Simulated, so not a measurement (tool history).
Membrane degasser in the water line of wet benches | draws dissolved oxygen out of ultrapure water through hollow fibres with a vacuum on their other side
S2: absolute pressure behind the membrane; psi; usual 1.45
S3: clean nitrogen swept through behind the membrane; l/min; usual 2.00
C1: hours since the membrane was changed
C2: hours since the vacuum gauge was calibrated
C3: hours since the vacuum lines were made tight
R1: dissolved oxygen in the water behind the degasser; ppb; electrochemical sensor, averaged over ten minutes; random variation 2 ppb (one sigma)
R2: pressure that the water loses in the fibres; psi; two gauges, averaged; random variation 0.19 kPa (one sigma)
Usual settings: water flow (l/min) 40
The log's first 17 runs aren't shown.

Run 18, hour 3879.9: usual settings but water flow (l/min) 54, S2 2.97 psi, S3 3.42 l/min; C1 9450; C2 3878; C3 390. Result: R1 606.8 ppb, R2 7.552 psi.
Run 19, hour 4089.4: usual settings but water flow (l/min) 29, S2 1.60 psi, S3 1.66 l/min; C1 9659; C2 4087; C3 600. Result: R1 311.3 ppb, R2 4.055 psi.
Run 20, hour 4339.5: usual settings but water flow (l/min) 29, S2 1.60 psi, S3 4.11 l/min; C1 9910; C2 4338; C3 850. Result: R1 138.2 ppb, R2 4.073 psi.
At hour 4564.9: vacuum gauge calibrated.
Run 21, hour 4594.8: usual settings but S3 1.19 l/min; C1 10164; C2 30; C3 1104. Result: R1 458.2 ppb, R2 5.658 psi.
Run 22, hour 4810.3: usual settings but S3 1.19 l/min; C1 10380; C2 245; C3 1320. Result: R1 464.2 ppb, R2 5.583 psi.
Run 23, hour 5065.5: usual settings but S2 3.06 psi; C1 10635; C2 501; C3 1575. Result: R1 744.4 ppb, R2 5.616 psi.
Run 24, hour 5354.4: usual settings but S2 3.06 psi; C1 10924; C2 789; C3 1864. Result: R1 742.9 ppb, R2 5.585 psi.
Run 25, hour 5633.1: usual settings but S2 2.42 psi, S3 1.10 l/min; C1 11203; C2 1068; C3 2143. Result: R1 921.0 ppb, R2 5.616 psi.
Run 26, hour 5780.4: usual settings but water flow (l/min) 63, S2 1.71 psi, S3 2.49 l/min; C1 11350; C2 1215; C3 2290. Result: R1 476.7 ppb, R2 8.865 psi.
Run 27, hour 5993.8: usual settings but water flow (l/min) 26, S2 2.22 psi, S3 3.81 l/min; C1 11563; C2 1429; C3 2503. Result: R1 201.8 ppb, R2 3.619 psi.
Run 28, hour 6240.8: usual settings but S2 1.04 psi, S3 0.91 l/min; C1 11810; C2 1676; C3 2750. Result: R1 347.3 ppb, R2 5.629 psi.
Run 29, hour 6388.1: usual settings but water flow (l/min) 35, S2 3.34 psi, S3 1.36 l/min; C1 11958; C2 1823; C3 2898. Result: R1 998.5 ppb, R2 4.937 psi.
Run 30, hour 6623.8: usual settings but water flow (l/min) 35, S2 1.03 psi, S3 1.59 l/min; C1 12193; C2 2059; C3 3133. Result: R1 199.2 ppb, R2 4.959 psi.
Run 31, hour 6903.0: usual settings but water flow (l/min) 35, S2 1.03 psi, S3 1.59 l/min; C1 12473; C2 2338; C3 3413. Result: R1 198.9 ppb, R2 4.920 psi.

5 ways to go on from here, each from the tool as it stands after run 31. What would each give?
Run A, hour 7115.2: usual settings but water flow (l/min) 28, S2 3.29 psi, S3 1.14 l/min; C1 12685; C2 2550; C3 3625. Result: R1 ?, R2 ?.
Run B, hour 7115.2: usual settings but water flow (l/min) 39; C1 12685; C2 2550; C3 3625. Result: R1 ?, R2 ?.
Run C, hour 7115.2: usual settings but water flow (l/min) 31, S2 1.06 psi, S3 5.40 l/min; C1 12685; C2 2550; C3 3625. Result: R1 ?, R2 ?.
Run D, hour 7115.2: usual settings but water flow (l/min) 55, S2 1.80 psi, S3 1.23 l/min; C1 12685; C2 2550; C3 3625. Result: R1 ?, R2 ?.
Run E, hour 7115.2: usual settings but water flow (l/min) 39, S2 1.15 psi, S3 0.95 l/min; C1 12685; C2 2550; C3 3625. Result: R1 ?, R2 ?.

run     R1     R2
  A  949.6  3.971
  B  300.9  5.510
  C   62.3  4.361
  D  773.7  7.771
  E  394.5  5.490
Without the tool's hidden state the same runs would have given:
run     R1     R2
  A  932.7  3.745
  B  288.1  5.197
  C   57.6  4.112
  D  752.1  7.330
  E  374.3  5.178

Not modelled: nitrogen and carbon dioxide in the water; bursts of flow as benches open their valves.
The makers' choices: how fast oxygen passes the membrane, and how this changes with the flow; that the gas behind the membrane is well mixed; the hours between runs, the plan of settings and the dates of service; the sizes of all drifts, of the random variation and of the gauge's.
